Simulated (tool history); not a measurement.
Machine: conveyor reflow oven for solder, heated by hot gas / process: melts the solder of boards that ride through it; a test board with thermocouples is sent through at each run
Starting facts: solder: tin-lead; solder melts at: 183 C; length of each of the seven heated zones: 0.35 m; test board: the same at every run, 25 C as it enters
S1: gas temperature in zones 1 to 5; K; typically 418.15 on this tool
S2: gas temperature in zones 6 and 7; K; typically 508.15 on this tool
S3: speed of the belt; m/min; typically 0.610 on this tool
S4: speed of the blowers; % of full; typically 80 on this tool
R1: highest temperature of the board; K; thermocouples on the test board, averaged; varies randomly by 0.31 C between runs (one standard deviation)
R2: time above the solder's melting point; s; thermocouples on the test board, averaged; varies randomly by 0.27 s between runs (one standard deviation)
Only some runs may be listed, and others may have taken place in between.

Run 1, hour 0.0: usual settings. Result: R1 496.15 K, R2 57.8 s.
Run 2, hour 4.8: usual settings. Result: R1 495.85 K, R2 57.6 s.
Run 3, hour 12.6: usual settings. Result: R1 496.05 K, R2 57.2 s.
Run 4, hour 19.2: usual settings. Result: R1 496.05 K, R2 57.8 s.
Run 5, hour 28.2: usual settings. Result: R1 496.35 K, R2 57.9 s.
Run 6, hour 37.3: usual settings. Result: R1 495.95 K, R2 57.8 s.
Run 7, hour 41.3: usual settings. Result: R1 496.25 K, R2 57.3 s.
Run 8, hour 47.9: usual settings but S1 408.15 K. Result: R1 494.05 K, R2 53.4 s.
Run 9, hour 55.4: usual settings but S1 408.15 K. Result: R1 494.75 K, R2 53.8 s.
Run 10, hour 63.9: usual settings but S3 0.536 m/min. Result: R1 499.15 K, R2 68.4 s.
Run 11, hour 68.4: usual settings but S3 0.536 m/min. Result: R1 499.65 K, R2 68.5 s.
Run 12, hour 76.2: usual settings but S1 405.15 K, S2 522.15 K, S3 0.654 m/min. Result: R1 503.15 K, R2 53.8 s.
At hour 81.9: flux residue cleaned out of gas plates and filters.
Run 13, hour 86.2: usual settings but S1 405.15 K, S2 522.15 K, S3 0.654 m/min. Result: R1 502.05 K, R2 53.4 s.
Run 14, hour 92.6: usual settings but S1 405.15 K, S2 504.15 K, S3 0.639 m/min. Result: R1 487.75 K, R2 45.2 s.
Run 15, hour 100.2: usual settings but S1 405.15 K, S2 504.15 K, S3 0.639 m/min, S4 79 % of full. Result: R1 487.15 K, R2 45.2 s.
Run 16, hour 105.1: usual settings but S2 496.15 K, S3 0.657 m/min, S4 64 % of full. Result: R1 480.05 K, R2 41.1 s.
Run 17, hour 111.4: usual settings but S2 510.15 K. Result: R1 496.15 K, R2 58.2 s.
Run 18, hour 120.1: usual settings but S1 432.15 K, S2 505.15 K, S3 0.510 m/min, S4 60 % of full. Result: R1 496.85 K, R2 77.0 s.
Run 19, hour 126.2: usual settings but S3 0.576 m/min. Result: R1 496.45 K, R2 61.7 s.

Per-run results on a tool with no hidden state, each run keeping its own random variation:
The tool's hidden condition here consists of: heat that the gas passes to the board, % of a clean oven's; belt's true speed, % of the reading; true gas temperature in zones 6 and 7 over the reading, C; drift of the gauge itself on peak_c, C; drift of the gauge itself on liquid_s, %.
run      R1    R2
  1  494.45  56.9
  2  494.15  56.7
  3  494.35  56.2
  4  494.35  56.9
  5  494.75  57.0
  6  494.35  56.9
  7  494.65  56.4
  8  492.55  52.6
  9  493.25  52.9
 10  497.25  67.4
 11  497.85  67.4
 12  501.95  53.1
 13  501.85  53.2
 14  487.25  45.1
 15  486.75  45.2
 16  479.25  40.9
 17  495.35  57.8
 18  495.25  76.0
 19  495.55  61.2

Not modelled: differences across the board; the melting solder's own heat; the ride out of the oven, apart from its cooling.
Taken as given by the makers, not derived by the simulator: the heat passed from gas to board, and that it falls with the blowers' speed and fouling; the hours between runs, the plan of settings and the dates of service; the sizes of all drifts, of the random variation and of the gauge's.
